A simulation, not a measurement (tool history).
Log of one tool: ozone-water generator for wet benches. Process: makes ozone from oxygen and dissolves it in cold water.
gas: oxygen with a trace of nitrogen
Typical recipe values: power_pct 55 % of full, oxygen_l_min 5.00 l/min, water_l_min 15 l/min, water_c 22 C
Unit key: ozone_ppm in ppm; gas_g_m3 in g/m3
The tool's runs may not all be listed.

| run | hour | power_pct | oxygen_l_min | water_l_min | water_c | ozone_ppm | gas_g_m3 |
|---|---|---|---|---|---|---|---|
| 1 | 0.0 | 55 | 5.00 | 15 | 22 | 25.4 | 197.8 |
| 2 | 31.6 | 55 | 5.00 | 15 | 22 | 25.3 | 198.2 |
| 3 | 54.2 | 55 | 5.00 | 15 | 22 | 25.4 | 199.0 |
| 4 | 93.5 | 55 | 5.00 | 15 | 22 | 25.4 | 199.2 |
| 5 | 121.3 | 55 | 5.00 | 15 | 22 | 25.2 | 198.5 |
| 6 | 161.2 | 55 | 5.00 | 15 | 22 | 25.3 | 197.3 |
| 7 | 191.9 | 55 | 4.26 | 15 | 22 | 24.7 | 205.8 |
| 8 | 226.2 | 55 | 3.97 | 15 | 22 | 24.3 | 212.7 |
| 9 | 250.0 | 53 | 3.97 | 15 | 22 | 23.5 | 206.8 |
| 10 | 273.6 | 53 | 3.97 | 15 | 22 | 23.8 | 204.0 |
| 11 | 300.6 | 53 | 3.97 | 11 | 24 | 28.1 | 206.8 |
| 12 | 319.6 | 53 | 3.97 | 11 | 24 | 27.9 | 207.4 |
| 13 | 350.2 | 53 | 3.97 | 11 | 24 | 28.0 | 206.6 |
| 14 | 389.4 | 90 | 3.97 | 17 | 26 | 30.1 | 309.4 |
| 15 | 410.4 | 55 | 5.00 | 16 | 17 | 25.9 | 197.0 |
| 16 | 437.6 | 71 | 5.00 | 16 | 15 | 32.7 | 239.3 |

Hidden state or all else? Some run-to-run changes of ozone_ppm, split into what the settings, what came in and random variation would give without the hidden state, and what is left for the hidden state (with any gauge scatter that isn't in both results):
Unlogged tool condition in this case: yield of the discharge, % of new electrodes'; contactor's efficiency, % of a clean one's; true water temperature over the reading, C; drift of the gauge itself on ozone_ppm, %; drift of the gauge itself on gas_g_m3, %.
Run 13 -> 14: power_pct 53 -> 90, water_l_min 11 -> 17, water_c 24 -> 26. ozone_ppm +2.1 ppm: hidden state -0.5, all else +2.6.
Run 15 -> 16: power_pct 55 -> 71, water_c 17 -> 15. ozone_ppm +6.8 ppm: hidden state -0.4, all else +7.2.
